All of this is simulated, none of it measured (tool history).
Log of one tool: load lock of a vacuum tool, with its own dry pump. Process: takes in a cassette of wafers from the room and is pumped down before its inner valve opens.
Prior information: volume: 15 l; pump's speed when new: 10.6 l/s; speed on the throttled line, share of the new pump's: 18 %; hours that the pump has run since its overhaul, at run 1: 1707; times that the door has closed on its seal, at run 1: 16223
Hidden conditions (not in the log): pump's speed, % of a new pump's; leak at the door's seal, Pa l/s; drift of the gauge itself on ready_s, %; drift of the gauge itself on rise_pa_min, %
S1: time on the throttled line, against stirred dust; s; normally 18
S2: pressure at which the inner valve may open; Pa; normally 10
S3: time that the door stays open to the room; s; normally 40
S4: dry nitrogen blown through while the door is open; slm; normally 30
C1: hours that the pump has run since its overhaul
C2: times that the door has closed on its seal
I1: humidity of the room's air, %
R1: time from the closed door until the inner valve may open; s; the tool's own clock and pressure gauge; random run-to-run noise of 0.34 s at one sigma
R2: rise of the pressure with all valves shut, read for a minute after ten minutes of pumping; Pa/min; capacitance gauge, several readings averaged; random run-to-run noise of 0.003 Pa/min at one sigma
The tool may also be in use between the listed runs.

run 1 hour=0.0 | S1=18 S2=10 S3=40 S4=30 | C1=1707 C2=16223 | I1=46.4 | R1=28.6 R2=0.043
run 2 hour=88.4 | S1=18 S2=10 S3=40 S4=30 | C1=1795 C2=16626 | I1=46.7 | R1=27.6 R2=0.041
run 3 hour=165.0 | S1=18 S2=10 S3=40 S4=30 | C1=1872 C2=16975 | I1=43.6 | R1=28.2 R2=0.042
run 4 hour=256.1 | S1=18 S2=10 S3=40 S4=30 | C1=1963 C2=17391 | I1=47.8 | R1=27.9 R2=0.050
run 5 hour=352.4 | S1=18 S2=10 S3=40 S4=30 | C1=2059 C2=17829 | I1=45.9 | R1=28.7 R2=0.052
run 6 hour=421.9 | S1=25 S2=9 S3=37 S4=33 | C1=2129 C2=18146 | I1=49.1 | R1=34.6 R2=0.046
run 7 hour=489.5 | S1=25 S2=9 S3=37 S4=33 | C1=2196 C2=18454 | I1=48.1 | R1=34.1 R2=0.045

Forecast run 8:
run 8 hour=593.9 | S1=30 S2=10 S3=70 S4=30 | C1=2301 C2=18930 | I1=47.1 | R1=? R2=?

{"run 8": {"R1": 38.4, "R2": 0.055}}
With the hidden condition absent and the run-to-run variation left alone, this run would have shown R1 38.1 s, R2 0.022 Pa/min.
